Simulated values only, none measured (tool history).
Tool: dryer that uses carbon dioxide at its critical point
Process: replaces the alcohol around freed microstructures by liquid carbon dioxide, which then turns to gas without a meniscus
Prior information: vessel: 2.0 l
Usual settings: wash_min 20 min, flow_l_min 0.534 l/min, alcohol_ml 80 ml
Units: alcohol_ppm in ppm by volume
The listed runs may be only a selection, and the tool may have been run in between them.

run	hour	wash_min	flow_l_min	alcohol_ml	alcohol_ppm
1	0	20	0.534	80	978
2	15.2	20	0.534	80	1016
3	29.3	20	0.534	80	1053
# hour 42.7: inlet filter changed
4	61.8	20	0.534	24	230
5	83.1	20	0.534	80	605
6	97.6	20	0.534	80	618
7	115.5	20	0.534	80	624
8	142.8	20	0.534	31	306
9	167.4	16	0.534	31	597
10	198.5	16	0.534	31	631
11	229.9	18	0.534	80	1008
12	249.4	18	0.534	80	1078
13	265.7	18	0.534	80	1083
14	285	20	0.885	80	141
15	314	20	0.534	43	479
16	333.3	20	0.534	43	490
17	357.5	19	0.534	80	997
18	378.1	19	0.534	80	1011
19	395.5	20	0.534	112	1172
20	426.8	20	0.534	112	1158
21	447.3	20	0.812	84	212
22	467.8	12	0.809	71	1045
23	495.4	25	0.534	26	235
24	520.8	27	0.534	65	314
25	545.1	13	0.345	87	9271
26	565.8	13	0.345	112	12039
27	583.3	31	0.534	42	205
28	609.2	31	0.534	113	307
29	625.4	31	0.534	113	337
30	646.1	31	0.534	113	332
# hour 652.8: inlet filter changed
31	666.6	31	0.534	113	226
32	692.8	31	0.534	113	225
33	717.4	31	0.534	113	233
34	738.3	28	0.446	26	257
35	763.2	13	0.8	93	841
36	778.6	29	0.8	63	164
37	803.4	13	0.371	45	3756
38	836.1	25	0.534	80	399
39	866.6	32	0.604	25	179

Same runs, no hidden state in the tool, same run-to-run variation:
The tool's hidden condition here consists of: flow that reaches the vessel past the clogged filter, %; alcohol in the recycled carbon dioxide, ppm; drift of the gauge itself on alcohol_ppm, %.
run	alcohol_ppm
1	476
2	484
3	497
4	149
5	494
6	496
7	488
8	195
9	450
10	461
11	744
12	779
13	769
14	26
15	270
16	272
17	623
18	619
19	697
20	663
21	42
22	579
23	56
24	85
25	7208
26	9298
27	26
28	60
29	75
30	63
31	70
32	61
33	67
34	85
35	573
36	0
37	3267
38	168
39	3
